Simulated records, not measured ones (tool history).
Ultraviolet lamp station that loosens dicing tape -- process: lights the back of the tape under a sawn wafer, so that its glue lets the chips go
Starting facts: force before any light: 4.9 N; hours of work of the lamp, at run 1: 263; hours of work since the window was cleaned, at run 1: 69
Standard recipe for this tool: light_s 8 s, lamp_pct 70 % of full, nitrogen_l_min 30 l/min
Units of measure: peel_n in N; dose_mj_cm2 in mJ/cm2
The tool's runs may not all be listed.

run   hour  light_s  lamp_pct  nitrogen_l_min  hours of work of the lamp  hours of work since the window was cleaned  peel_n  dose_mj_cm2
  1      0        8        70              30                        263                                          69   0.856          203
  2    8.1        8        84              30                        270                                          75   0.657          244
  3   19.9        8        84              30                        279                                          84    0.66          240
  4   28.4        8        84              30                        286                                          91   0.665          236
  5     42        8        84              30                        297                                         102   0.704          237
  6     55        8        70              30                        307                                         112   0.937          198
  7   64.3       10        70              30                        314                                         120   0.649          241
  8   74.5        8        70              30                        322                                         128   0.954          192
  9   86.9        8        70              30                        332                                         138   0.999          183
 10   94.1        8        70              30                        338                                         144   1.017          184
 11  103.8        8        70              30                        346                                         151   0.978          185
 12    115        8        70              30                        355                                         160   1.028          183
 13    126        8        70              30                        363                                         169   1.092          177
 14  138.6        8        68              30                        373                                         179   1.107          180
 15  144.5        8        68              30                        378                                         184   1.112          172
     145.7  -- window cleaned of glue's vapour
 16  153.4        8        68              30                        385                                           6    1.24          158
 17  164.9        8        68              30                        394                                          15   1.252          156
       168  -- window cleaned of glue's vapour, once more
 18  177.6        8        70              45                        404                                           8   0.708          197
 19  183.8        8        70              45                        409                                          13   0.709          193
 20  195.7        8        70              45                        418                                          22   0.741          197
 21    208        8        70              45                        428                                          32   0.753          193
 22  218.9        5        70              19                        437                                          41   2.047          118
 23  230.4        5        70              19                        446                                          50   2.046          118
 24  238.6        5        70              19                        452                                          56   2.097          115
 25  249.9       10        70              21                        461                                          65   0.902          227
 26  261.9       10        70              21                        471                                          75   0.939          229
 27  276.3        7        97              30                        482                                          86   0.815          216
 28  285.1        7        80               9                        489                                          93   1.902          177
 29    292        6        71              15                        495                                          99   2.038          133
 30  303.8        6        71              15                        504                                         108   2.093          132
 31  309.7        6        71              15                        509                                         113   2.062          131
 32  319.1        7        71              27                        516                                         120    1.33          152
 33  328.2       13        85              32                        524                                         128   0.364          336
 34  336.5        7        85              32                        530                                         134   1.014          181
 35  343.2        6        70              30                        536                                         140   1.625          125
 36  352.3        8        89              11                        543                                         147   1.436          210
 37  362.3        6        91              30                        551                                         155   1.231          155
 38    371        4        91              11                        558                                         162   2.688          106
 39  380.2        4        95              53                        565                                         169   1.472          110
 40  390.1        4        78              11                        573                                         177   2.928           85
 41  396.3        8        70              47                        578                                         182   0.995          152
 42  403.3        7        85              47                        583                                         187   0.905          157

Entry by entry between the runs, the difference in hidden state between the last listed run before and the first listed run after:
Between runs 15 and 16: window cleaned of glue's vapour (hour 145.7)
  lamp's light, % of a new lamp's: 81.7 -> 81.4; light that the window lets through, % of a clean one's: 87.7 -> 80.9
  difference, measured minus the result without the unlogged condition, peel_n: +0.437 -> +0.568 N; dose_mj_cm2: -68 -> -82 mJ/cm2
Between runs 17 and 18: window cleaned of glue's vapour, once more (hour 168)
  lamp's light, % of a new lamp's: 80.9 -> 80.5; light that the window lets through, % of a clean one's: 80.4 -> 99.2
  difference, measured minus the result without the unlogged condition, peel_n: +0.583 -> +0.217 N; dose_mj_cm2: -84 -> -49 mJ/cm2
